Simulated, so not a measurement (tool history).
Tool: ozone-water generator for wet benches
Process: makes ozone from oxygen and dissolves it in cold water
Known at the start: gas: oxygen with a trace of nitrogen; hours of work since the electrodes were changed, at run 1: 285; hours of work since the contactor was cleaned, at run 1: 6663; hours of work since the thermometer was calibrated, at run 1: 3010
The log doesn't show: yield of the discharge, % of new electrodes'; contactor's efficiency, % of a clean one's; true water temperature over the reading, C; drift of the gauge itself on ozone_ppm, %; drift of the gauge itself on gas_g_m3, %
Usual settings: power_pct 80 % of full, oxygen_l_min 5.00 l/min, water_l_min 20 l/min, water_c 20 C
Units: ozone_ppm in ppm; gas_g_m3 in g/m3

run	hour	power_pct	oxygen_l_min	water_l_min	water_c	hours of work since the electrodes were changed	hours of work since the contactor was cleaned	hours of work since the thermometer was calibrated	ozone_ppm	gas_g_m3
1	0.0	80	5.00	20	20	285	6663	3010	29.2	253.6
2	17.9	80	5.00	20	20	298	6676	3023	29.5	251.3
3	39.3	80	5.00	20	20	314	6692	3039	29.9	250.3
4	59.9	80	5.00	20	20	329	6707	3054	29.3	249.0
5	79.0	80	5.00	20	20	343	6721	3068	29.6	251.5
6	114.4	80	5.00	20	16	369	6747	3094	31.1	250.1
7	146.2	80	5.00	17	20	392	6770	3117	33.0	250.4
8	183.6	80	5.00	17	20	419	6798	3144	32.8	251.6
9	220.2	80	5.00	17	20	446	6825	3171	32.8	251.5
10	249.8	80	5.00	17	20	468	6846	3193	32.7	252.8
11	274.6	80	5.00	17	20	486	6864	3211	33.1	249.1
12	302.6	80	5.00	25	20	507	6885	3232	24.8	253.4
13	337.6	80	5.00	20	20	532	6911	3257	29.9	251.5
14	374.6	80	5.00	20	20	560	6938	3285	29.6	250.8
15	409.0	80	5.00	20	20	585	6963	3310	29.6	252.0
16	441.7	80	5.00	20	20	609	6987	3334	29.6	252.2
17	467.5	80	5.00	20	20	628	7006	3353	29.3	251.4
18	508.5	93	4.81	20	27	658	7036	3383	29.6	283.8
19	546.8	94	4.59	20	16	686	7064	3411	34.5	292.4
20	580.2	94	4.59	20	16	710	7089	3435	34.8	294.5
21	604.5	94	4.59	20	16	728	7106	3453	34.8	292.9
22	644.7	60	5.00	16	17	758	7136	3483	30.1	211.3
23	667.3	60	5.00	16	17	774	7153	3499	30.3	210.8
# hour 698.3: contactor cleaned
24	700.8	62	5.00	20	19	796	2	3521	25.6	214.1
25	728.9	77	5.00	30	20	817	22	3542	20.7	245.7
26	763.4	75	5.00	30	20	842	48	3567	20.6	240.7
27	801.7	40	5.00	20	22	870	76	3595	18.7	163.0
# hour 825.3: water thermometer calibrated
28	838.1	80	4.84	24	20	896	102	9	25.9	256.6
29	876.4	99	4.84	24	20	924	130	37	29.7	293.5
30	907.8	99	4.84	24	20	947	153	60	29.4	289.5
31	931.9	93	5.00	20	16	965	171	78	34.2	279.4
32	964.1	44	7.37	31	15	989	195	102	15.0	133.5
33	985.0	44	7.37	31	15	1004	210	117	15.0	134.9
34	1021.0	44	3.64	31	25	1030	236	143	13.3	212.4

3 ways to go on from here, each from the tool as it stands after run 34. What would each give?
A	1060.6	52	3.64	16	21	1059	265	173	?	?
B	1060.6	80	5.00	25	20	1059	265	173	?	?
C	1060.6	80	7.09	16	20	1059	265	173	?	?

run	ozone_ppm	gas_g_m3
A	26.7	237.5
B	25.0	251.1
C	32.0	200.0
Without the tool's hidden state the same runs would have given:
run	ozone_ppm	gas_g_m3
A	26.7	237.6
B	25.0	251.2
C	32.0	200.0
